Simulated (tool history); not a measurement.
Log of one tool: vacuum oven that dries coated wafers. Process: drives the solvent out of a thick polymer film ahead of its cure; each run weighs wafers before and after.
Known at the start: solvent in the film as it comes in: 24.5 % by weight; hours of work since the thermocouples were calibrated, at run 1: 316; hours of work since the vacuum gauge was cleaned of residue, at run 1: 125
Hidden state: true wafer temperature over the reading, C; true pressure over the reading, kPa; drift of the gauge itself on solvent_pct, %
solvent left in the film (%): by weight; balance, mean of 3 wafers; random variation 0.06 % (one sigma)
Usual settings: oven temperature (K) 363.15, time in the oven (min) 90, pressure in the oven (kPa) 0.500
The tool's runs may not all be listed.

run   hour  oven temperature (K)  time in the oven (min)  pressure in the oven (kPa)  hours of work since the thermocouples were calibrated  hours of work since the vacuum gauge was cleaned of residue  solvent left in the film (%)
  1    0.0                363.15                      90                       0.500                                                    316                                                          125                          3.23
  2   28.9                363.15                      90                       0.500                                                    329                                                          137                          3.39
  3   86.1                363.15                      90                       0.500                                                    353                                                          162                          3.56
  4  149.8                363.15                      90                       1.191                                                    380                                                          189                          3.68
  5  186.5                363.15                      58                       0.500                                                    396                                                          204                          6.41
  6  242.4                363.15                      90                       0.500                                                    419                                                          228                          3.46
  7  278.8                363.15                      90                       0.500                                                    435                                                          243                          3.41
  8  311.8                363.15                      90                       1.105                                                    449                                                          257                          3.76
  9  351.9                363.15                      90                       1.105                                                    466                                                          274                          3.70
 10  387.0                363.15                      90                       1.105                                                    481                                                          289                          3.68
 11  419.6                363.15                      90                       1.105                                                    495                                                          303                          3.75
 12  479.1                375.15                      90                       0.571                                                    520                                                          329                          0.88
 13  534.9                360.15                     130                       0.410                                                    544                                                          352                          2.43
 14  563.3                360.15                     130                       0.410                                                    556                                                          364                          2.42
 15  618.7                360.15                     130                       0.410                                                    579                                                          388                          2.38
 16  654.0                363.15                      64                       0.418                                                    594                                                          403                          5.72
 17  710.8                363.15                      54                       0.257                                                    618                                                          427                          6.85
 18  778.3                355.15                      54                       0.276                                                    647                                                          456                         10.18
 19  844.9                355.15                      54                       0.276                                                    675                                                          484                          9.79
 20  911.0                355.15                      54                       0.276                                                    703                                                          512                         10.03

Forecast each of these 5 alternatives for the next run:
  A  976.5                372.15                      97                       1.177                                                    731                                                          540                             ?
  B  976.5                363.15                     115                       1.042                                                    731                                                          540                             ?
  C  976.5                363.15                      83                       1.070                                                    731                                                          540                             ?
  D  976.5                355.15                      68                       0.586                                                    731                                                          540                             ?
  E  976.5                369.15                      99                       0.276                                                    731                                                          540                             ?

run  solvent left in the film (%)
  A                          1.31
  B                          2.68
  C                          4.28
  D                          8.74
  E                          1.40
Without the tool's hidden state the same runs would have given:
run  solvent left in the film (%)
  A                          1.16
  B                          2.43
  C                          3.98
  D                          8.37
  E                          1.22

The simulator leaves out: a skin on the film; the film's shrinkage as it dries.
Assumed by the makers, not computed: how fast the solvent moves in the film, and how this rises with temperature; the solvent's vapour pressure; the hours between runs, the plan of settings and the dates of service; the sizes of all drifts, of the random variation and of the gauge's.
